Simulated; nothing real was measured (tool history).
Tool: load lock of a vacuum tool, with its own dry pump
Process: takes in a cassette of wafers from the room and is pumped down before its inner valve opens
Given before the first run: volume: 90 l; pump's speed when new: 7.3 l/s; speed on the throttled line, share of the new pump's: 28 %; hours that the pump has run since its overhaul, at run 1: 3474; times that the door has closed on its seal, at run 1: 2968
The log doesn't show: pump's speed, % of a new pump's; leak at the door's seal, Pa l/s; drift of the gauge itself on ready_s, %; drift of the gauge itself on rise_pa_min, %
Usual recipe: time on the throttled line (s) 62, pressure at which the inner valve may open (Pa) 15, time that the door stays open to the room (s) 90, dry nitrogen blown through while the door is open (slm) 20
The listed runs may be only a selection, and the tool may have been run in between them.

| run | hour | time on the throttled line (s) | pressure at which the inner valve may open (Pa) | time that the door stays open to the room (s) | dry nitrogen blown through while the door is open (slm) | hours that the pump has run since its overhaul | times that the door has closed on its seal | incoming humidity of the room's air, % | time from the closed door until the inner valve may open (s) | rise of the pressure with all valves shut (Pa/min) |
|---|---|---|---|---|---|---|---|---|---|---|
| 1 | 0 | 62 | 15 | 90 | 20 | 3474 | 2968 | 44.1 | 157.3 | 0.029 |
| 2 | 58.6 | 62 | 15 | 90 | 20 | 3532 | 3041 | 43.8 | 156.6 | 0.025 |
| 3 | 109 | 62 | 15 | 90 | 20 | 3583 | 3104 | 41.2 | 157.9 | 0.019 |
| 4 | 174 | 62 | 15 | 90 | 20 | 3648 | 3186 | 45.2 | 158.4 | 0.023 |
| 5 | 216.1 | 62 | 15 | 38 | 20 | 3690 | 3239 | 43.3 | 157.8 | 0.019 |
| 6 | 313.5 | 62 | 15 | 38 | 20 | 3787 | 3361 | 43.6 | 158 | 0.02 |
| 7 | 410.2 | 62 | 15 | 38 | 20 | 3884 | 3483 | 44.1 | 158.3 | 0.024 |
| 8 | 477.4 | 62 | 11 | 90 | 20 | 3951 | 3567 | 45.3 | 160.6 | 0.023 |
| 9 | 525.4 | 62 | 15 | 90 | 20 | 3999 | 3627 | 47.6 | 158.1 | 0.025 |
| 10 | 611.8 | 62 | 15 | 90 | 20 | 4085 | 3736 | 45.9 | 157.4 | 0.024 |
| 11 | 662 | 62 | 15 | 90 | 20 | 4136 | 3799 | 45.9 | 156.7 | 0.028 |
| 12 | 737.4 | 62 | 15 | 90 | 20 | 4211 | 3893 | 41.3 | 159 | 0.027 |
| 13 | 819.4 | 62 | 15 | 90 | 20 | 4293 | 3996 | 49.5 | 160.1 | 0.022 |
| 14 | 898.6 | 62 | 15 | 90 | 20 | 4372 | 4096 | 47.8 | 158.8 | 0.027 |
| 15 | 975.2 | 62 | 15 | 90 | 10 | 4449 | 4192 | 47 | 160.2 | 0.032 |
| 16 | 1030.2 | 62 | 15 | 90 | 10 | 4504 | 4261 | 44.6 | 158.2 | 0.029 |
| 17 | 1082.2 | 62 | 30 | 232 | 4 | 4556 | 4326 | 45.9 | 148.5 | 0.049 |
| 18 | 1141 | 62 | 30 | 232 | 4 | 4615 | 4400 | 45.6 | 149.4 | 0.047 |
| 19 | 1188.1 | 40 | 19 | 90 | 20 | 4662 | 4459 | 45 | 139.1 | 0.029 |
| 20 | 1263.8 | 44 | 24 | 138 | 6 | 4737 | 4554 | 45.4 | 140.6 | 0.04 |
| 21 | 1311.7 | 55 | 15 | 160 | 16 | 4785 | 4615 | 47.1 | 156 | 0.04 |

What will run 22 give?
| 22 | 1372.4 | 55 | 15 | 160 | 9 | 4846 | 4691 | 45.6 | ? | ? |

Run 22 produced time from the closed door until the inner valve may open (s) 152.8, rise of the pressure with all valves shut (Pa/min) 0.04.
Were there no unlogged condition in the tool, this run, its random variation unchanged, would have produced time from the closed door until the inner valve may open (s) 148.3, rise of the pressure with all valves shut (Pa/min) 0.035.
